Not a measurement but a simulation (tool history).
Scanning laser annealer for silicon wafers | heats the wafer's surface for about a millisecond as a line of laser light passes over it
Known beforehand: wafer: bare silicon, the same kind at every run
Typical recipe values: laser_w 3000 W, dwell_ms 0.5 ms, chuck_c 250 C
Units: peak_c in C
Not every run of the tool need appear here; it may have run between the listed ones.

{"run": 1, "hour": 0.0, "laser_w": 3000, "dwell_ms": 0.5, "chuck_c": 250, "peak_c": 980}
{"run": 2, "hour": 46.7, "laser_w": 3000, "dwell_ms": 0.5, "chuck_c": 250, "peak_c": 985}
{"run": 3, "hour": 110.6, "laser_w": 3000, "dwell_ms": 0.5, "chuck_c": 250, "peak_c": 976}
{"run": 4, "hour": 182.3, "laser_w": 3000, "dwell_ms": 0.5, "chuck_c": 250, "peak_c": 978}
{"hour": 194.9, "done": "window over the wafer cleaned"}
{"run": 5, "hour": 244.5, "laser_w": 3000, "dwell_ms": 0.5, "chuck_c": 250, "peak_c": 1001}
{"run": 6, "hour": 317.4, "laser_w": 3000, "dwell_ms": 0.5, "chuck_c": 250, "peak_c": 1002}
{"hour": 349.4, "done": "optics aligned, line set to its width"}
{"run": 7, "hour": 390.5, "laser_w": 3000, "dwell_ms": 0.5, "chuck_c": 250, "peak_c": 1008}
{"run": 8, "hour": 432.8, "laser_w": 3000, "dwell_ms": 0.5, "chuck_c": 250, "peak_c": 1008}
{"run": 9, "hour": 486.1, "laser_w": 3000, "dwell_ms": 0.5, "chuck_c": 250, "peak_c": 1006}
{"run": 10, "hour": 538.2, "laser_w": 3000, "dwell_ms": 0.5, "chuck_c": 250, "peak_c": 1000}
{"run": 11, "hour": 580.9, "laser_w": 3000, "dwell_ms": 0.5, "chuck_c": 250, "peak_c": 1001}
{"run": 12, "hour": 643.6, "laser_w": 3000, "dwell_ms": 0.378, "chuck_c": 250, "peak_c": 912}
{"run": 13, "hour": 729.7, "laser_w": 3000, "dwell_ms": 0.392, "chuck_c": 250, "peak_c": 917}
{"run": 14, "hour": 808.5, "laser_w": 2877, "dwell_ms": 0.5, "chuck_c": 250, "peak_c": 953}
{"run": 15, "hour": 880.2, "laser_w": 2877, "dwell_ms": 0.5, "chuck_c": 250, "peak_c": 949}
{"run": 16, "hour": 941.5, "laser_w": 2877, "dwell_ms": 0.5, "chuck_c": 250, "peak_c": 945}
{"run": 17, "hour": 1021.9, "laser_w": 2877, "dwell_ms": 0.5, "chuck_c": 250, "peak_c": 942}
{"run": 18, "hour": 1096.6, "laser_w": 2877, "dwell_ms": 0.5, "chuck_c": 221, "peak_c": 910}
{"run": 19, "hour": 1140.1, "laser_w": 3000, "dwell_ms": 0.509, "chuck_c": 250, "peak_c": 986}
{"run": 20, "hour": 1183.8, "laser_w": 3018, "dwell_ms": 0.538, "chuck_c": 238, "peak_c": 990}
{"hour": 1192.0, "done": "window over the wafer cleaned"}
{"run": 21, "hour": 1241.8, "laser_w": 3018, "dwell_ms": 0.538, "chuck_c": 238, "peak_c": 1017}
{"run": 22, "hour": 1285.8, "laser_w": 3018, "dwell_ms": 0.538, "chuck_c": 238, "peak_c": 1014}
{"run": 23, "hour": 1339.8, "laser_w": 3000, "dwell_ms": 0.5, "chuck_c": 281, "peak_c": 1029}
{"run": 24, "hour": 1384.6, "laser_w": 2986, "dwell_ms": 0.583, "chuck_c": 212, "peak_c": 1004}
{"run": 25, "hour": 1445.3, "laser_w": 3075, "dwell_ms": 0.436, "chuck_c": 219, "peak_c": 943}
{"run": 26, "hour": 1483.4, "laser_w": 2728, "dwell_ms": 0.436, "chuck_c": 219, "peak_c": 839}
{"run": 27, "hour": 1539.4, "laser_w": 2770, "dwell_ms": 0.429, "chuck_c": 269, "peak_c": 894}
{"run": 28, "hour": 1624.5, "laser_w": 2741, "dwell_ms": 0.366, "chuck_c": 237, "peak_c": 810}
{"run": 29, "hour": 1695.3, "laser_w": 2870, "dwell_ms": 0.505, "chuck_c": 237, "peak_c": 934}
{"run": 30, "hour": 1737.1, "laser_w": 2870, "dwell_ms": 0.505, "chuck_c": 237, "peak_c": 930}
{"hour": 1747.4, "done": "optics aligned, line set to its width"}
{"run": 31, "hour": 1811.0, "laser_w": 2594, "dwell_ms": 0.5, "chuck_c": 250, "peak_c": 864}
{"run": 32, "hour": 1883.0, "laser_w": 2601, "dwell_ms": 0.423, "chuck_c": 250, "peak_c": 822}
{"run": 33, "hour": 1944.6, "laser_w": 3171, "dwell_ms": 0.358, "chuck_c": 279, "peak_c": 962}
{"run": 34, "hour": 1997.1, "laser_w": 2984, "dwell_ms": 0.493, "chuck_c": 279, "peak_c": 1003}
{"run": 35, "hour": 2054.1, "laser_w": 2984, "dwell_ms": 0.493, "chuck_c": 279, "peak_c": 1000}
{"run": 36, "hour": 2100.6, "laser_w": 3194, "dwell_ms": 0.363, "chuck_c": 279, "peak_c": 966}
{"run": 37, "hour": 2175.7, "laser_w": 2853, "dwell_ms": 0.602, "chuck_c": 222, "peak_c": 958}
{"hour": 2189.4, "done": "window over the wafer cleaned"}
{"run": 38, "hour": 2240.2, "laser_w": 2671, "dwell_ms": 0.485, "chuck_c": 231, "peak_c": 871}

Branching from run 38: 4 alternative next runs. What would each branch give?
{"run": "A", "hour": 2304.8, "laser_w": 3210, "dwell_ms": 0.485, "chuck_c": 231, "peak_c": "?"}
{"run": "B", "hour": 2304.8, "laser_w": 2671, "dwell_ms": 0.485, "chuck_c": 274, "peak_c": "?"}
{"run": "C", "hour": 2304.8, "laser_w": 3233, "dwell_ms": 0.61, "chuck_c": 240, "peak_c": "?"}
{"run": "D", "hour": 2304.8, "laser_w": 3000, "dwell_ms": 0.399, "chuck_c": 213, "peak_c": "?"}

run=A peak_c=1040
run=B peak_c=910
run=C peak_c=1141
run=D peak_c=892
What these runs would have given with no unlogged condition in the tool:
run=A peak_c=1080
run=B peak_c=941
run=C peak_c=1185
run=D peak_c=926

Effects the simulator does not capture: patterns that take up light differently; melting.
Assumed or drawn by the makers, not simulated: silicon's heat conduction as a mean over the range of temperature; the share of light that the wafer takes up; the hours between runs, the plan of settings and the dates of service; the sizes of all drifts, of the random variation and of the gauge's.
